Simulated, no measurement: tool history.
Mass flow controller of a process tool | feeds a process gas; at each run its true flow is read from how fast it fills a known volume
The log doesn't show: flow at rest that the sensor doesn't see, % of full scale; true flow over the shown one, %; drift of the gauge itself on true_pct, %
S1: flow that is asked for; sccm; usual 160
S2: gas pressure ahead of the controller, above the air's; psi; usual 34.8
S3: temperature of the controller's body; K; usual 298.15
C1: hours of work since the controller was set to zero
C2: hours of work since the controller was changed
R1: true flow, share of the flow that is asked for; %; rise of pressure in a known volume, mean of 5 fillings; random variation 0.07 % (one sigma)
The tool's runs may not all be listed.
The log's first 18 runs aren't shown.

{"run": 19, "hour": 1556.1, "S1": 34, "S2": 26.7, "S3": 310.15, "C1": 2298, "C2": 2298, "R1": 94.72}
{"run": 20, "hour": 1631.9, "S1": 189, "S2": 24.8, "S3": 312.15, "C1": 2328, "C2": 2328, "R1": 99.54}
{"run": 21, "hour": 1727.8, "S1": 189, "S2": 24.8, "S3": 312.15, "C1": 2366, "C2": 2366, "R1": 99.47}
{"run": 22, "hour": 1824.7, "S1": 160, "S2": 33.5, "S3": 298.15, "C1": 2404, "C2": 2404, "R1": 99.18}
{"run": 23, "hour": 1907.0, "S1": 122, "S2": 34.8, "S3": 308.15, "C1": 2437, "C2": 2437, "R1": 97.9}
{"run": 24, "hour": 2034.3, "S1": 157, "S2": 25.2, "S3": 311.15, "C1": 2487, "C2": 2487, "R1": 98.76}
{"run": 25, "hour": 2087.2, "S1": 157, "S2": 25.2, "S3": 311.15, "C1": 2508, "C2": 2508, "R1": 98.86}
{"run": 26, "hour": 2191.9, "S1": 23, "S2": 25.1, "S3": 298.15, "C1": 2550, "C2": 2550, "R1": 93.6}
{"run": 27, "hour": 2289.5, "S1": 23, "S2": 25.1, "S3": 298.15, "C1": 2588, "C2": 2588, "R1": 93.45}
{"run": 28, "hour": 2407.2, "S1": 89, "S2": 20.9, "S3": 310.15, "C1": 2635, "C2": 2635, "R1": 97.46}
{"run": 29, "hour": 2494.7, "S1": 89, "S2": 20.9, "S3": 310.15, "C1": 2669, "C2": 2669, "R1": 97.54}
{"run": 30, "hour": 2618.0, "S1": 89, "S2": 20.9, "S3": 310.15, "C1": 2718, "C2": 2718, "R1": 97.48}
{"run": 31, "hour": 2697.3, "S1": 135, "S2": 37, "S3": 310.15, "C1": 2750, "C2": 2750, "R1": 97.97}

Forecast each of these 5 alternatives for the next run:
{"run": "A", "hour": 2823.1, "S1": 110, "S2": 34.8, "S3": 298.15, "C1": 2799, "C2": 2799, "R1": "?"}
{"run": "B", "hour": 2823.1, "S1": 121, "S2": 25.1, "S3": 310.15, "C1": 2799, "C2": 2799, "R1": "?"}
{"run": "C", "hour": 2823.1, "S1": 20, "S2": 30.6, "S3": 297.15, "C1": 2799, "C2": 2799, "R1": "?"}
{"run": "D", "hour": 2823.1, "S1": 135, "S2": 34.1, "S3": 297.15, "C1": 2799, "C2": 2799, "R1": "?"}
{"run": "E", "hour": 2823.1, "S1": 160, "S2": 40.6, "S3": 300.15, "C1": 2799, "C2": 2799, "R1": "?"}

run=A R1=98.11
run=B R1=98.18
run=C R1=92.26
run=D R1=98.74
run=E R1=98.87
Without the tool's hidden state the same runs would have given:
run=A R1=98.29
run=B R1=98.28
run=C R1=97.02
run=D R1=98.73
run=E R1=98.74

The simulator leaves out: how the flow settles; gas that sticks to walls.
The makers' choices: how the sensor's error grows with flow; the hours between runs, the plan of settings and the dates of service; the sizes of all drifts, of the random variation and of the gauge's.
